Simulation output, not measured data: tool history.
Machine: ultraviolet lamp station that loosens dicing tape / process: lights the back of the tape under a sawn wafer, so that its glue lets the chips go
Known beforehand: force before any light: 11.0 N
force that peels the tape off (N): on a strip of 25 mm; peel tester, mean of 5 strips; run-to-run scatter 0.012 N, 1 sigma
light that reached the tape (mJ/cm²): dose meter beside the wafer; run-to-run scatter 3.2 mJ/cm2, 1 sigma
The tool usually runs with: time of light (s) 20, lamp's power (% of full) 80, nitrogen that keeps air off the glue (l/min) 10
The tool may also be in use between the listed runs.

run	hour	time of light (s)	lamp's power (% of full)	nitrogen that keeps air off the glue (l/min)	force that peels the tape off (N)	light that reached the tape (mJ/cm²)
1	0	20	80	10	0.542	497
2	4.4	20	80	10	0.547	493
3	10.5	20	80	10	0.536	498
4	18	20	80	10	0.547	495
5	26.4	20	64	10	0.935	394
6	32.2	20	80	10	0.546	495
7	37.4	20	71	10	0.756	444
8	43.3	20	71	10	0.759	440
9	50.7	20	71	10	0.753	434
10	58.6	20	71	10	0.735	439
# hour 59.8: window cleaned of glue's vapour
11	67.3	20	71	10	0.752	436
12	75.9	20	74	17	0.379	456
13	82.7	20	74	17	0.395	457

The next listed run, before its measurement:
14	91.7	13	80	18	?	?

force that peels the tape off (N): 0.914
light that reached the tape (mJ/cm²): 323
The same run, on a tool lacking any hidden state, would have yielded force that peels the tape off (N) 0.913, light that reached the tape (mJ/cm²) 323.

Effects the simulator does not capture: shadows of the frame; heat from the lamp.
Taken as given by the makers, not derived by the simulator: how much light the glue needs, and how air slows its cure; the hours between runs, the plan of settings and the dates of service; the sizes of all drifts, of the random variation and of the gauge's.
